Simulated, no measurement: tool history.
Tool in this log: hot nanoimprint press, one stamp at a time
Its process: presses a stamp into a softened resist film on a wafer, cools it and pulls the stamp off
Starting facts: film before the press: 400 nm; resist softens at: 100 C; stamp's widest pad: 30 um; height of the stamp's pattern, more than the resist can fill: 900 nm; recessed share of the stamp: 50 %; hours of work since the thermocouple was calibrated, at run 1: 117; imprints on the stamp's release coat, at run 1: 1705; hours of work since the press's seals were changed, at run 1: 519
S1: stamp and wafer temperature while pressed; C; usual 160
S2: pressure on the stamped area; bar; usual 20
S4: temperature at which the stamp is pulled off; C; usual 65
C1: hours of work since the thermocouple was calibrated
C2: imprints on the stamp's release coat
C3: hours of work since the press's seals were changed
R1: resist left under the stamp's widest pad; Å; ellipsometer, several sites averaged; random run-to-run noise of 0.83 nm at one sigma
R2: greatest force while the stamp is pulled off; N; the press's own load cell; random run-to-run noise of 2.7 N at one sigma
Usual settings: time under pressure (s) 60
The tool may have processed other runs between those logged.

{"run": 1, "day": 0.0, "S1": 160, "S2": 20, "time under pressure (s)": 60, "S4": 65, "C1": 117, "C2": 1705, "C3": 519, "R1": 2034, "R2": 131}
{"run": 2, "day": 0.875, "S1": 148, "S2": 20, "time under pressure (s)": 60, "S4": 65, "C1": 129, "C2": 1795, "C3": 532, "R1": 3028, "R2": 127}
{"run": 3, "day": 1.396, "S1": 148, "S2": 20, "time under pressure (s)": 60, "S4": 65, "C1": 136, "C2": 1849, "C3": 539, "R1": 3022, "R2": 126}
{"run": 4, "day": 1.896, "S1": 148, "S2": 20, "time under pressure (s)": 60, "S4": 65, "C1": 143, "C2": 1901, "C3": 546, "R1": 3019, "R2": 130}
{"day": 2.508, "done": "stamp cleaned and given a new release coat"}
{"run": 5, "day": 2.854, "S1": 148, "S2": 20, "time under pressure (s)": 60, "S4": 65, "C1": 153, "C2": 35, "C3": 556, "R1": 3034, "R2": 124}
{"run": 6, "day": 3.767, "S1": 148, "S2": 12.3, "time under pressure (s)": 37, "S4": 55, "C1": 166, "C2": 130, "C3": 569, "R1": 3628, "R2": 143}
{"run": 7, "day": 4.708, "S1": 155, "S2": 15.1, "time under pressure (s)": 33, "S4": 65, "C1": 180, "C2": 227, "C3": 582, "R1": 3098, "R2": 126}
{"run": 8, "day": 5.65, "S1": 153, "S2": 20, "time under pressure (s)": 60, "S4": 65, "C1": 193, "C2": 325, "C3": 596, "R1": 2596, "R2": 121}
{"run": 9, "day": 6.375, "S1": 153, "S2": 20, "time under pressure (s)": 60, "S4": 65, "C1": 203, "C2": 400, "C3": 606, "R1": 2616, "R2": 126}
{"run": 10, "day": 7.008, "S1": 169, "S2": 20, "time under pressure (s)": 31, "S4": 61, "C1": 212, "C2": 466, "C3": 615, "R1": 1828, "R2": 140}

Forecast each of these 4 alternatives for the next run:
{"run": "A", "day": 7.729, "S1": 169, "S2": 20, "time under pressure (s)": 39, "S4": 61, "C1": 222, "C2": 541, "C3": 625, "R1": "?", "R2": "?"}
{"run": "B", "day": 7.729, "S1": 166, "S2": 20, "time under pressure (s)": 98, "S4": 50, "C1": 222, "C2": 541, "C3": 625, "R1": "?", "R2": "?"}
{"run": "C", "day": 7.729, "S1": 169, "S2": 20, "time under pressure (s)": 31, "S4": 50, "C1": 222, "C2": 541, "C3": 625, "R1": "?", "R2": "?"}
{"run": "D", "day": 7.729, "S1": 160, "S2": 20, "time under pressure (s)": 60, "S4": 73, "C1": 222, "C2": 541, "C3": 625, "R1": "?", "R2": "?"}

run=A R1=1683 R2=138
run=B R1=1357 R2=161
run=C R1=1833 R2=166
run=D R1=2045 R2=110
What these runs would have given with no unlogged condition in the tool:
run=A R1=1684 R2=137
run=B R1=1358 R2=160
run=C R1=1833 R2=165
run=D R1=2045 R2=109
